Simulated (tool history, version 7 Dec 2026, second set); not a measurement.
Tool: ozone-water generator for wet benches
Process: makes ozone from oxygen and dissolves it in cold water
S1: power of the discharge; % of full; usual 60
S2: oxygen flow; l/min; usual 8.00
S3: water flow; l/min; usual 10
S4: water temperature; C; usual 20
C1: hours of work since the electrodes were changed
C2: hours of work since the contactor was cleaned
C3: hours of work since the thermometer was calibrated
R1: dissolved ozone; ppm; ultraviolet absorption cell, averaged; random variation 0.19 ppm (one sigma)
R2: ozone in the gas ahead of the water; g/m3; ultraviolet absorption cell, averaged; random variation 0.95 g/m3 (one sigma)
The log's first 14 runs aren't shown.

run 15 day=88.879 | S1=60 S2=9.84 S3=10 S4=20 | C1=5356 C2=2217 C3=2801 | R1=21.0 R2=127.8
run 16 day=94.142 | S1=65 S2=8.51 S3=6 S4=15 | C1=5474 C2=2335 C3=2919 | R1=32.5 R2=142.2
run 17 day=98.388 | S1=60 S2=8.00 S3=10 S4=15 | C1=5570 C2=2431 C3=3014 | R1=25.2 R2=140.9
run 18 day=102.571 | S1=100 S2=5.38 S3=8 S4=18 | C1=5664 C2=2525 C3=3109 | R1=38.0 R2=228.7
run 19 day=108.708 | S1=60 S2=4.12 S3=13 S4=20 | C1=5802 C2=2663 C3=3246 | R1=20.8 R2=201.2
run 20 day=113.546 | S1=48 S2=10.34 S3=13 S4=14 | C1=5910 C2=2771 C3=3355 | R1=18.0 R2=109.1
-- day=118.133 water thermometer calibrated
run 21 day=118.133 | S1=79 S2=8.00 S3=7 S4=18 | C1=6013 C2=2874 C3=0 | R1=31.4 R2=163.5
run 22 day=122.775 | S1=60 S2=8.00 S3=8 S4=20 | C1=6117 C2=2978 C3=104 | R1=24.2 R2=140.2

Run 23 comes next. What will it give?
run 23 day=131.379 | S1=60 S2=8.00 S3=8 S4=20 | C1=6311 C2=3172 C3=298 | R1=? R2=?

Run 23 gave R1 23.8 ppm, R2 137.8 g/m3.
Without the tool's hidden state the same run would have given R1 29.6 ppm, R2 160.6 g/m3.
